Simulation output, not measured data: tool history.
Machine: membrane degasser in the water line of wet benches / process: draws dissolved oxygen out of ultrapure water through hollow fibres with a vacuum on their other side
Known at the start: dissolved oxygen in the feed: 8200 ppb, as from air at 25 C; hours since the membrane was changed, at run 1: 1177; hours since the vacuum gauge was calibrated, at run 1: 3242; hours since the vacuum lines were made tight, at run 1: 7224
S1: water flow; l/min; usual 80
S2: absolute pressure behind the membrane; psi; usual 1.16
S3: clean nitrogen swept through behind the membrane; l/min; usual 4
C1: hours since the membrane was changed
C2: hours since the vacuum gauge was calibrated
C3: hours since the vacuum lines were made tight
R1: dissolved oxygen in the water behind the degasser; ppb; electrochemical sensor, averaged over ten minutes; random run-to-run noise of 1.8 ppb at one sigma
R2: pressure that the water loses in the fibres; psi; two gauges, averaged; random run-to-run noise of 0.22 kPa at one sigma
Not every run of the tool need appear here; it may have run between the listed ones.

Run 1, day 0: usual settings; C1 1177; C2 3242; C3 7224. Result: R1 276.8 ppb, R2 7.517 psi.
At day 2.054: vacuum gauge calibrated.
Run 2, day 2.275: usual settings; C1 1231; C2 5; C3 7278. Result: R1 277.2 ppb, R2 7.526 psi.
Run 3, day 4.404: usual settings; C1 1282; C2 56; C3 7329. Result: R1 279.3 ppb, R2 7.571 psi.
Run 4, day 7.025: usual settings; C1 1345; C2 119; C3 7392. Result: R1 277.6 ppb, R2 7.516 psi.
Run 5, day 8.575: usual settings; C1 1383; C2 156; C3 7429. Result: R1 276.4 ppb, R2 7.59 psi.
Run 6, day 10.95: usual settings; C1 1440; C2 213; C3 7487. Result: R1 275.6 ppb, R2 7.506 psi.
Run 7, day 12.688: usual settings; C1 1481; C2 255; C3 7528. Result: R1 274.6 ppb, R2 7.57 psi.
Run 8, day 14.292: usual settings but S2 1.672 psi; C1 1520; C2 294; C3 7567. Result: R1 422.4 ppb, R2 7.558 psi.
Run 9, day 16.279: usual settings but S2 1.672 psi; C1 1567; C2 341; C3 7614. Result: R1 426.1 ppb, R2 7.574 psi.
Run 10, day 18.596: usual settings; C1 1623; C2 397; C3 7670. Result: R1 273.3 ppb, R2 7.581 psi.
Run 11, day 20.354: usual settings but S1 56 l/min, S2 0.973 psi, S3 2.3 l/min; C1 1665; C2 439; C3 7712. Result: R1 196.6 ppb, R2 5.317 psi.
Run 12, day 22.583: usual settings but S1 56 l/min, S2 0.973 psi, S3 2.3 l/min; C1 1719; C2 493; C3 7766. Result: R1 196.2 ppb, R2 5.298 psi.
Run 13, day 23.783: usual settings but S1 124 l/min, S2 2.167 psi; C1 1748; C2 521; C3 7795. Result: R1 971.8 ppb, R2 11.72 psi.
Run 14, day 25.588: usual settings but S1 56 l/min, S2 2.477 psi, S3 6.28 l/min; C1 1791; C2 565; C3 7838. Result: R1 297 ppb, R2 5.366 psi.
Run 15, day 27.712: usual settings but S2 2.397 psi, S3 4.74 l/min; C1 1842; C2 616; C3 7889. Result: R1 551.7 ppb, R2 7.61 psi.
Run 16, day 30.088: usual settings but S1 70 l/min, S2 0.988 psi, S3 3.99 l/min; C1 1899; C2 673; C3 7946. Result: R1 181.5 ppb, R2 6.58 psi.
Run 17, day 31.304: usual settings but S1 106 l/min, S2 1.765 psi, S3 3.99 l/min; C1 1928; C2 702; C3 7975. Result: R1 657.4 ppb, R2 10.073 psi.
Run 18, day 33.058: usual settings but S2 1.809 psi; C1 1970; C2 744; C3 8017. Result: R1 460.1 ppb, R2 7.6 psi.
Run 19, day 35.654: usual settings but S1 79 l/min, S2 1.321 psi, S3 3.13 l/min; C1 2032; C2 806; C3 8079. Result: R1 374.1 ppb, R2 7.514 psi.

Below are 5 alternative next runs, each starting from the tool's condition after run 19. Predict each:
Run A, day 37.629: usual settings but S1 79 l/min, S2 2.624 psi, S3 3.13 l/min; C1 2080; C2 854; C3 8127. Result: R1 ?, R2 ?.
Run B, day 37.629: usual settings but S1 79 l/min, S2 2.399 psi, S3 3.13 l/min; C1 2080; C2 854; C3 8127. Result: R1 ?, R2 ?.
Run C, day 37.629: usual settings but S1 117 l/min, S2 1.227 psi, S3 1.8 l/min; C1 2080; C2 854; C3 8127. Result: R1 ?, R2 ?.
Run D, day 37.629: usual settings but S1 126 l/min, S2 1.321 psi, S3 3.13 l/min; C1 2080; C2 854; C3 8127. Result: R1 ?, R2 ?.
Run E, day 37.629: usual settings but S1 79 l/min, S2 1.69 psi, S3 3.13 l/min; C1 2080; C2 854; C3 8127. Result: R1 ?, R2 ?.

run     R1      R2
  A  806.6   7.503
  B  730.5   7.522
  C  808.9  11.029
  D  753.1  11.921
  E    503   7.469
With no hidden state in the tool, these same runs would have given:
run     R1      R2
  A  806.5   7.503
  B  730.4    7.52
  C  808.8  11.027
  D  752.9  11.919
  E  502.8   7.469
